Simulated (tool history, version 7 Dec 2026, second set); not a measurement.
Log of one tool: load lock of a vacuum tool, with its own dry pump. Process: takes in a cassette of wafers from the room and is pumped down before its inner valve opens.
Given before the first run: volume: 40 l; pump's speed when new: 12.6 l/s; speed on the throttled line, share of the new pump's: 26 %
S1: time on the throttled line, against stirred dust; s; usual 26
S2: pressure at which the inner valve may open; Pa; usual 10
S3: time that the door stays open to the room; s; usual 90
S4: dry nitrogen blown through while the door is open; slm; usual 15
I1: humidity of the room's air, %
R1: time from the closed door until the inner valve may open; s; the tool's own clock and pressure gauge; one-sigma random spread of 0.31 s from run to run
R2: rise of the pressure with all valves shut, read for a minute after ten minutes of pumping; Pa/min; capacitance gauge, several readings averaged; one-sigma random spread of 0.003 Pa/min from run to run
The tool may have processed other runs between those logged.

run 1 hour=0 | S1=26 S2=10 S3=90 S4=15 | I1=41.1 | R1=49.7 R2=0.454
run 2 hour=497.4 | S1=26 S2=10 S3=90 S4=21 | I1=43.5 | R1=49.8 R2=0.52
run 3 hour=837.5 | S1=26 S2=10 S3=90 S4=21 | I1=46 | R1=49.7 R2=0.55
run 4 hour=1131.2 | S1=26 S2=10 S3=90 S4=21 | I1=43.7 | R1=50.2 R2=0.598
-- hour=1643.7 door's seal changed, seat wiped
run 5 hour=1659.4 | S1=26 S2=10 S3=90 S4=21 | I1=46.1 | R1=51.1 R2=0.022
run 6 hour=1995.7 | S1=26 S2=14 S3=90 S4=21 | I1=44.5 | R1=49.9 R2=0.029
run 7 hour=2245.4 | S1=26 S2=8 S3=90 S4=15 | I1=44.4 | R1=52 R2=0.043
run 8 hour=2628.4 | S1=26 S2=10 S3=90 S4=15 | I1=50.8 | R1=51.3 R2=0.059
run 9 hour=3075 | S1=26 S2=10 S3=90 S4=15 | I1=42.4 | R1=51.4 R2=0.078
run 10 hour=3428.9 | S1=26 S2=10 S3=90 S4=15 | I1=49.3 | R1=52 R2=0.097
run 11 hour=3840.9 | S1=26 S2=10 S3=90 S4=15 | I1=45.7 | R1=51.4 R2=0.122
run 12 hour=4111.8 | S1=26 S2=10 S3=90 S4=15 | I1=45.2 | R1=51.7 R2=0.142
run 13 hour=4532.5 | S1=26 S2=10 S3=90 S4=15 | I1=44.5 | R1=51.9 R2=0.169
run 14 hour=5101.5 | S1=26 S2=10 S3=90 S4=15 | I1=44.7 | R1=52.5 R2=0.209
run 15 hour=5478.8 | S1=26 S2=10 S3=90 S4=15 | I1=47.5 | R1=52.3 R2=0.247
run 16 hour=5934.8 | S1=26 S2=10 S3=90 S4=15 | I1=45.6 | R1=52.9 R2=0.291
run 17 hour=6177.7 | S1=30 S2=10 S3=90 S4=15 | I1=44.8 | R1=56.2 R2=0.305
run 18 hour=6681.6 | S1=30 S2=10 S3=90 S4=15 | I1=46.3 | R1=55.7 R2=0.362
run 19 hour=7184 | S1=38 S2=13 S3=90 S4=15 | I1=39.6 | R1=61 R2=0.413
run 20 hour=7484.1 | S1=38 S2=13 S3=90 S4=15 | I1=47.3 | R1=60.6 R2=0.447
run 21 hour=8045.8 | S1=38 S2=13 S3=90 S4=15 | I1=44.9 | R1=61.1 R2=0.522
run 22 hour=8555.5 | S1=38 S2=13 S3=90 S4=15 | I1=43.5 | R1=60.9 R2=0.587
run 23 hour=9083.8 | S1=25 S2=7 S3=78 S4=24 | I1=45.4 | R1=54.8 R2=0.668
-- hour=9410 door's seal changed, seat wiped
run 24 hour=9610.3 | S1=25 S2=7 S3=78 S4=24 | I1=44.5 | R1=55.6 R2=0.022
run 25 hour=9972 | S1=25 S2=7 S3=78 S4=24 | I1=42.2 | R1=55.8 R2=0.035
run 26 hour=10520 | S1=25 S2=7 S3=78 S4=18 | I1=45.7 | R1=56.1 R2=0.067
run 27 hour=11043.8 | S1=38 S2=14 S3=88 S4=29 | I1=44.4 | R1=62.9 R2=0.085
run 28 hour=11403.2 | S1=33 S2=14 S3=88 S4=29 | I1=43.9 | R1=59.6 R2=0.109
-- hour=11459.5 dry pump taken out, an overhauled one fitted
run 29 hour=11900 | S1=20 S2=14 S3=88 S4=24 | I1=44.1 | R1=43.6 R2=0.14
run 30 hour=12453.4 | S1=46 S2=20 S3=90 S4=15 | I1=45.4 | R1=61.5 R2=0.185
run 31 hour=12907.1 | S1=33 S2=13 S3=90 S4=22 | I1=44.3 | R1=53.2 R2=0.218
run 32 hour=13311 | S1=26 S2=10 S3=90 S4=7 | I1=43.2 | R1=49.4 R2=0.259
run 33 hour=13838.9 | S1=37 S2=16 S3=90 S4=15 | I1=43.6 | R1=56.2 R2=0.302
run 34 hour=14076.4 | S1=37 S2=16 S3=90 S4=15 | I1=43 | R1=56 R2=0.322
run 35 hour=14398.9 | S1=37 S2=16 S3=90 S4=15 | I1=45.8 | R1=56.1 R2=0.364

Each row is a separate what-if for the run after 35, all from the same tool condition, not one after another. Results?
run A hour=14768.4 | S1=26 S2=10 S3=90 S4=24 | I1=46.9 | R1=? R2=?
run B hour=14768.4 | S1=15 S2=15 S3=50 S4=15 | I1=44.6 | R1=? R2=?
run C hour=14768.4 | S1=37 S2=16 S3=88 S4=14 | I1=42.9 | R1=? R2=?

run=A R1=49.5 R2=0.38
run=B R1=40.8 R2=0.385
run=C R1=55.8 R2=0.387
Without the tool's hidden state the same runs would have given:
run=A R1=48.4 R2=0.022
run=B R1=39.6 R2=0.02
run=C R1=54.9 R2=0.03

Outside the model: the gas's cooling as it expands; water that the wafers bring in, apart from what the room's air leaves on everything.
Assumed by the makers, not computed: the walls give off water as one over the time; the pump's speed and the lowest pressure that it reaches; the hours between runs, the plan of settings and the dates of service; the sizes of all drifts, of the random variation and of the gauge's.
